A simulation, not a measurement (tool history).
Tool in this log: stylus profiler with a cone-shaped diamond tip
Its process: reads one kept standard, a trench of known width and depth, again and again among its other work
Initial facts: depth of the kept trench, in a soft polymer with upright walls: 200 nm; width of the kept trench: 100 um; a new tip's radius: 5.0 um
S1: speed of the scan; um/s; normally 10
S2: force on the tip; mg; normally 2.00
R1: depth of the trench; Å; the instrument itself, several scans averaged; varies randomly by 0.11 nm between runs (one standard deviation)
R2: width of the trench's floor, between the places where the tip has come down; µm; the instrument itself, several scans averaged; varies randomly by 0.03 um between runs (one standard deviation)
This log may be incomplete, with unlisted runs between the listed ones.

| run | hour | S1 | S2 | R1 | R2 |
|---|---|---|---|---|---|
| 1 | 0.0 | 10 | 2.00 | 2010.6 | 96.75 |
| 2 | 20.1 | 10 | 2.00 | 2013.5 | 96.76 |
| 3 | 58.9 | 17 | 2.00 | 2012.7 | 96.74 |
| 4 | 93.0 | 17 | 2.00 | 2012.0 | 96.74 |
| 5 | 124.2 | 17 | 2.00 | 2012.4 | 96.73 |
| 6 | 153.7 | 17 | 2.00 | 2011.5 | 96.70 |
| 7 | 176.5 | 10 | 3.62 | 2019.7 | 96.67 |
| 8 | 215.2 | 10 | 2.00 | 2010.8 | 96.62 |
| 9 | 237.6 | 10 | 2.00 | 2011.2 | 96.71 |
| 10 | 267.5 | 10 | 2.00 | 2013.1 | 96.67 |
| 11 | 302.0 | 10 | 2.00 | 2012.1 | 96.58 |
| 12 | 342.2 | 10 | 2.00 | 2012.1 | 96.63 |
| 13 | 364.8 | 10 | 1.55 | 2009.4 | 96.62 |
| 14 | 411.9 | 10 | 1.06 | 2006.5 | 96.58 |
| 15 | 433.6 | 2 | 1.06 | 2006.8 | 96.64 |
| 16 | 458.9 | 2 | 1.06 | 2006.2 | 96.63 |
| 17 | 501.3 | 2 | 1.06 | 2005.5 | 96.59 |
| 18 | 530.1 | 2 | 1.06 | 2004.3 | 96.57 |
| 19 | 570.4 | 9 | 2.00 | 2010.7 | 96.53 |
| 20 | 602.1 | 10 | 2.00 | 2010.6 | 96.53 |
| 21 | 644.3 | 2 | 2.00 | 2011.9 | 96.54 |
| 22 | 665.5 | 10 | 2.00 | 2011.4 | 96.44 |
| 23 | 714.3 | 24 | 1.15 | 2006.2 | 96.40 |
| 24 | 736.2 | 24 | 1.15 | 2006.1 | 96.37 |
| 25 | 771.9 | 10 | 0.90 | 2005.1 | 96.45 |
| 26 | 811.7 | 10 | 0.90 | 2003.8 | 96.44 |
| 27 | 841.5 | 31 | 5.77 | 2024.9 | 96.38 |
| 28 | 879.0 | 4 | 1.21 | 2007.1 | 96.48 |
| 29 | 927.8 | 10 | 2.19 | 2011.4 | 96.33 |
| 30 | 977.0 | 10 | 2.19 | 2012.7 | 96.38 |
| 31 | 1018.7 | 22 | 1.46 | 2007.8 | 96.27 |
| 32 | 1065.4 | 6 | 2.28 | 2012.1 | 96.36 |
| 33 | 1089.3 | 6 | 2.54 | 2013.7 | 96.34 |
| 34 | 1112.0 | 25 | 2.34 | 2012.5 | 96.25 |
| 35 | 1138.1 | 25 | 2.34 | 2012.6 | 96.28 |
| 36 | 1167.6 | 10 | 1.90 | 2010.4 | 96.33 |
| 37 | 1214.8 | 10 | 1.90 | 2010.2 | 96.29 |
| 38 | 1250.4 | 12 | 0.82 | 2002.5 | 96.21 |
| 39 | 1280.6 | 3 | 1.38 | 2007.3 | 96.30 |
| 40 | 1315.8 | 9 | 3.31 | 2015.1 | 96.26 |
| 41 | 1336.6 | 9 | 3.31 | 2014.5 | 96.26 |
| 42 | 1382.9 | 9 | 3.31 | 2015.1 | 96.16 |
| 43 | 1410.9 | 35 | 1.34 | 2007.0 | 96.04 |

Consider 3 possible next runs. They are alternatives, not a sequence: every one starts from the tool as it was left by run 43. What does each give?
| A | 1450.0 | 7 | 1.75 | ? | ? |
| B | 1450.0 | 7 | 1.14 | ? | ? |
| C | 1450.0 | 3 | 1.05 | ? | ? |

| run | R1 | R2 |
|---|---|---|
| A | 2007.1 | 96.17 |
| B | 2004.4 | 96.19 |
| C | 2006.2 | 96.18 |
What these runs would have given with no unlogged condition in the tool:
| run | R1 | R2 |
|---|---|---|
| A | 2012.9 | 97.14 |
| B | 2010.1 | 97.17 |
| C | 2011.9 | 97.16 |
